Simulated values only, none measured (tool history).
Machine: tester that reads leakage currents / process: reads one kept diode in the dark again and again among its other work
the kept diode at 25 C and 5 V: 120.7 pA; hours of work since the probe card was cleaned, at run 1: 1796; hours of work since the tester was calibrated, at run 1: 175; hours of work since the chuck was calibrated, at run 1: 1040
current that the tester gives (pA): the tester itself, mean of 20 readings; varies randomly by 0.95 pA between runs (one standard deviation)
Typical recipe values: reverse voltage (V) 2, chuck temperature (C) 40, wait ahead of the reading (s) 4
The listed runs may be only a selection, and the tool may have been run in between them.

run,hour,reverse voltage (V),chuck temperature (C),wait ahead of the reading (s),hours of work since the probe card was cleaned,hours of work since the tester was calibrated,hours of work since the chuck was calibrated,current that the tester gives (pA)
1,0,2,40,4,1796,175,1040,312.15
2,66.3,2,40,4,1846,225,1090,310.96
3,157.4,2,40,4,1915,293,1158,308.7
4,230.7,2,51,4,1970,348,1213,789.09
5,381.5,2,22,4,2083,461,1326,58.58
6,485.4,2,22,4,2161,539,1404,58.41
7,623.3,2,22,4,2264,643,1508,58.16
8,750.5,2,40,4,2360,738,1604,306.19
9,860.8,2,40,4,2443,821,1686,304.95
10,996.7,2,40,4,2545,923,1788,304.16
11,1076.5,2,40,4,2605,983,1848,303.49
12,1161.4,2,40,4,2669,1047,1912,302.93
# hour 1178.3: probe card cleaned and baked
13,1286.2,2,40,0.36,81,1138,2004,302.05
# hour 1351.9: chuck's temperature calibrated
14,1420.6,3,40,4,180,1238,52,386.35
15,1493.6,2,41,4,235,1293,106,350.33
16,1559,2,40,0.57,284,1342,156,320.4
17,1710.1,16.64,40,4,398,1455,269,846.71
18,1777.1,2,40,4,448,1506,319,316.31
19,1845.2,2,40,4,499,1557,370,316.54
20,1906.8,2,60,4,546,1603,417,1657.05
21,2002.5,2,20,0.34,618,1675,489,50.88
22,2118.3,17.1,56,1.36,704,1762,576,3240.87
23,2207.8,2.47,30,0.82,772,1829,643,141.44
24,2298.9,2.47,30,0.82,840,1898,711,141.45
25,2380,2.24,40,4,901,1958,772,332.94
26,2506.4,2.24,40,4,996,2053,867,328.72
27,2624.9,2.24,40,4,1085,2142,956,327.43
28,2772.3,2.24,40,4,1196,2253,1067,328.4
29,2909.4,2.24,31,4,1299,2356,1170,144.71
30,3036.1,12.76,20,2.09,1394,2451,1265,118.11
31,3099.8,5.48,32,2.07,1442,2499,1313,241.06
32,3199.4,2,31,2.8,1516,2574,1387,137.46
33,3314.4,5.2,40,2.8,1603,2660,1474,475.91
34,3407.2,1.74,40,4,1672,2730,1544,287.86
35,3539.9,5.23,40,4,1772,2830,1643,476.68
36,3613.3,3.41,31,9.42,1827,2885,1698,174.08
37,3683.9,18.38,43,4,1880,2938,1751,1102.52

Hidden state at the last listed run before each entry between runs and at the first one after, where it differs:
Between runs 12 and 13: probe card cleaned and baked (hour 1178.3)
  stray current of the dirty probe card, pA a volt: 0.941 -> 0.06; current scale over the true one, %: -0.58 -> -0.64; true chuck temperature over the reading, C: -0.53 -> -0.56
  measured value less the no-hidden-state value, current that the tester gives (pA): -14.38 -> -17.1
Between runs 13 and 14: chuck's temperature calibrated (hour 1351.9)
  stray current of the dirty probe card, pA a volt: 0.06 -> 0.09; current scale over the true one, %: -0.64 -> -0.71; true chuck temperature over the reading, C: -0.56 -> 0.2
  measured value less the no-hidden-state value, current that the tester gives (pA): -17.1 -> +4.37
